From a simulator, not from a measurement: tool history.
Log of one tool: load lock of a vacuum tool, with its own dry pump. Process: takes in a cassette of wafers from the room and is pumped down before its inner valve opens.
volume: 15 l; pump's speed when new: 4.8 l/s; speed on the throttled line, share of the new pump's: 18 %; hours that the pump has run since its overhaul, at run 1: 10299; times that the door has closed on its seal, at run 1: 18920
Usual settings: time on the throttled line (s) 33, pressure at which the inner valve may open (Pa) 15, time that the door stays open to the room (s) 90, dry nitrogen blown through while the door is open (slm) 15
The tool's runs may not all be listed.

run,hour,time on the throttled line (s),pressure at which the inner valve may open (Pa),time that the door stays open to the room (s),dry nitrogen blown through while the door is open (slm),hours that the pump has run since its overhaul,times that the door has closed on its seal,"incoming humidity of the room's air, %",time from the closed door until the inner valve may open (s),rise of the pressure with all valves shut (Pa/min)
1,0,33,15,90,15,10299,18920,50.4,56.9,0.245
2,259.9,18,15,90,15,10559,19496,43.8,45,0.248
3,438.7,18,15,90,15,10738,19892,46.1,44.8,0.252
4,600.7,18,15,90,15,10900,20251,45.8,45,0.25
# hour 747.2: dry pump taken out, an overhauled one fitted
5,840.5,18,15,90,15,93,20769,46,42.3,0.258
6,1076,18,15,90,15,329,21290,43.9,42.2,0.268
7,1208.9,33,15,90,19,462,21585,45.1,54.6,0.263
8,1421.9,33,15,90,15,675,22056,45.9,54.5,0.271
9,1553.8,33,15,90,15,807,22349,44.8,54.5,0.272
10,1846.2,33,15,90,15,1099,22996,43.8,54.8,0.282
11,2082.5,33,21,90,15,1335,23520,44.5,53.7,0.287
12,2367.5,33,17,90,15,1620,24151,43.1,54.3,0.291
13,2600.9,33,15,90,15,1854,24668,43.7,54.9,0.298
14,2851.8,33,15,116,15,2105,25224,49.3,55,0.33
15,3108,33,15,90,38,2361,25791,44.4,54.9,0.291
16,3230,33,15,90,12,2483,26061,45.5,55.1,0.323
17,3433.4,33,15,90,12,2686,26512,44.5,55,0.333
18,3699.1,33,15,90,12,2952,27100,44.5,55.2,0.343
19,3983,18,30,214,23,3236,27729,47.7,41,0.396
20,4116.5,25,15,34,19,3369,28025,43.7,48.9,0.315
21,4268.6,25,15,34,19,3521,28362,48,48.7,0.301
22,4414,43,23,157,15,3667,28684,46.8,61.8,0.395
23,4552.8,43,23,50,15,3806,28991,47,62.5,0.342
24,4841.5,36,23,87,15,4094,29631,46.6,56.2,0.373
25,5014,33,15,135,15,4267,30013,49.2,55.7,0.408
26,5224.1,33,15,135,15,4477,30478,49.1,55.5,0.416
27,5442.1,33,15,135,15,4695,30961,43,55.8,0.412
28,5570.2,33,15,135,15,4823,31245,43.9,55.5,0.411
29,5825.1,33,15,163,43,5078,31810,50.6,55.8,0.394
30,6019.6,33,15,163,43,5272,32240,45.2,55.7,0.392
31,6246.4,33,15,163,43,5499,32743,47.5,55.6,0.416
32,6442.9,31,18,90,15,5696,33178,40.8,53.5,0.415
33,6632.5,27,15,58,15,5885,33598,43.9,51,0.403
34,6876.7,25,15,90,17,6130,34139,46.7,49.4,0.445
35,7101,24,15,90,12,6354,34636,45.3,48.5,0.453
36,7334.2,26,25,90,24,6587,35152,45.8,48.5,0.446

Forecast each of these 3 alternatives for the next run:
A,7526.9,26,10,81,24,6780,35579,42.6,?,?
B,7526.9,26,11,90,24,6780,35579,43.7,?,?
C,7526.9,33,15,90,6,6780,35579,43.5,?,?

run,time from the closed door until the inner valve may open (s),rise of the pressure with all valves shut (Pa/min)
A,52,0.448
B,51.5,0.439
C,56.2,0.483
Without the tool's hidden state the same runs would have given:
run,time from the closed door until the inner valve may open (s),rise of the pressure with all valves shut (Pa/min)
A,50.4,0.073
B,49.9,0.069
C,54.8,0.115
